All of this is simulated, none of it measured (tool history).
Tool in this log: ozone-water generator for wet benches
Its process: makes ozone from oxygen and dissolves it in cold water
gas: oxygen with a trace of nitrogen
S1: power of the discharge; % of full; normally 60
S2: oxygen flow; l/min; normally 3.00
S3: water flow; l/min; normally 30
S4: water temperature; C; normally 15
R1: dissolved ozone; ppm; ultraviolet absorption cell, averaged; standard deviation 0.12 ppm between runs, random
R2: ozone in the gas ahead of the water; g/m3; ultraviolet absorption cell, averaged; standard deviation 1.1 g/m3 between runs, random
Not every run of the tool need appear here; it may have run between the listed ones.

Run 1, day 0.000: usual settings. Result: R1 12.3 ppm, R2 198.0 g/m3.
Run 2, day 2.912: usual settings. Result: R1 12.3 ppm, R2 198.3 g/m3.
Run 3, day 9.096: usual settings. Result: R1 12.2 ppm, R2 197.8 g/m3.
Run 4, day 12.408: usual settings but S4 21 C. Result: R1 11.9 ppm, R2 198.3 g/m3.
Run 5, day 18.133: usual settings but S4 21 C. Result: R1 11.9 ppm, R2 197.2 g/m3.
Run 6, day 22.983: usual settings but S3 24 l/min. Result: R1 15.5 ppm, R2 197.2 g/m3.
Run 7, day 27.400: usual settings. Result: R1 12.2 ppm, R2 198.4 g/m3.
Run 8, day 33.917: usual settings. Result: R1 12.5 ppm, R2 196.3 g/m3.
Run 9, day 37.683: usual settings. Result: R1 12.5 ppm, R2 199.4 g/m3.
Run 10, day 43.929: usual settings. Result: R1 12.3 ppm, R2 196.4 g/m3.
Run 11, day 47.700: usual settings. Result: R1 12.4 ppm, R2 198.5 g/m3.
Run 12, day 52.008: usual settings. Result: R1 12.1 ppm, R2 199.4 g/m3.
Run 13, day 56.204: usual settings. Result: R1 12.4 ppm, R2 199.2 g/m3.
Run 14, day 61.425: usual settings. Result: R1 12.7 ppm, R2 198.7 g/m3.
Run 15, day 67.554: usual settings. Result: R1 12.4 ppm, R2 200.2 g/m3.
Run 16, day 70.558: usual settings. Result: R1 12.2 ppm, R2 199.8 g/m3.
Run 17, day 76.567: usual settings. Result: R1 12.5 ppm, R2 201.0 g/m3.
Run 18, day 80.412: usual settings but S1 86 % of full, S2 2.09 l/min, S3 19 l/min. Result: R1 23.3 ppm, R2 312.2 g/m3.
Run 19, day 84.442: usual settings but S1 86 % of full, S2 2.09 l/min, S3 32 l/min, S4 11 C. Result: R1 13.5 ppm, R2 312.8 g/m3.
Run 20, day 88.354: usual settings but S1 86 % of full, S2 2.09 l/min, S3 35 l/min, S4 11 C. Result: R1 12.3 ppm, R2 313.6 g/m3.
Run 21, day 94.554: usual settings but S1 46 % of full, S2 1.58 l/min, S3 35 l/min, S4 7 C. Result: R1 6.8 ppm, R2 212.7 g/m3.
Run 22, day 97.775: usual settings but S1 79 % of full, S2 1.59 l/min, S3 22 l/min. Result: R1 16.9 ppm, R2 329.5 g/m3.
Run 23, day 104.817: usual settings but S2 2.49 l/min, S4 13 C. Result: R1 11.7 ppm, R2 217.8 g/m3.
Run 24, day 110.671: usual settings but S1 48 % of full, S3 21 l/min. Result: R1 14.7 ppm, R2 167.1 g/m3.
Run 25, day 114.458: usual settings. Result: R1 12.3 ppm, R2 200.0 g/m3.
Run 26, day 119.125: usual settings. Result: R1 12.4 ppm, R2 199.4 g/m3.
Run 27, day 123.808: usual settings but S2 3.51 l/min. Result: R1 13.0 ppm, R2 187.7 g/m3.
Run 28, day 128.362: usual settings but S2 3.80 l/min, S3 32 l/min, S4 11 C. Result: R1 12.9 ppm, R2 183.3 g/m3.
Run 29, day 133.229: usual settings but S2 3.80 l/min, S3 32 l/min, S4 11 C. Result: R1 12.6 ppm, R2 182.2 g/m3.
Run 30, day 140.150: usual settings but S2 3.80 l/min, S3 32 l/min, S4 11 C. Result: R1 13.0 ppm, R2 181.1 g/m3.
Run 31, day 144.688: usual settings but S2 2.31 l/min. Result: R1 11.3 ppm, R2 226.6 g/m3.
Run 32, day 150.746: usual settings but S2 2.31 l/min. Result: R1 11.4 ppm, R2 224.8 g/m3.
At day 154.683: gauge calibrated.
Run 33, day 155.225: usual settings but S1 62 % of full, S2 2.49 l/min, S4 13 C. Result: R1 12.1 ppm, R2 219.6 g/m3.
Run 34, day 159.217: usual settings but S1 62 % of full, S2 2.49 l/min, S4 13 C. Result: R1 12.2 ppm, R2 218.4 g/m3.

Consider 3 possible next runs. They are alternatives, not a sequence: every one starts from the tool as it was left by run 34. What does each give?
Run A, day 164.262: usual settings but S1 88 % of full, S2 3.49 l/min, S3 25 l/min, S4 13 C. Result: R1 ?, R2 ?.
Run B, day 164.262: usual settings but S1 62 % of full, S2 1.50 l/min, S4 20 C. Result: R1 ?, R2 ?.
Run C, day 164.262: usual settings but S1 69 % of full, S2 2.49 l/min, S3 25 l/min, S4 13 C. Result: R1 ?, R2 ?.

run    R1     R2
  A  21.5  249.0
  B   9.6  276.1
  C  15.9  241.5
With the hidden condition removed and each run's random variation left untouched, the same runs would have given:
run    R1     R2
  A  21.5  248.7
  B   9.6  275.7
  C  15.9  241.1
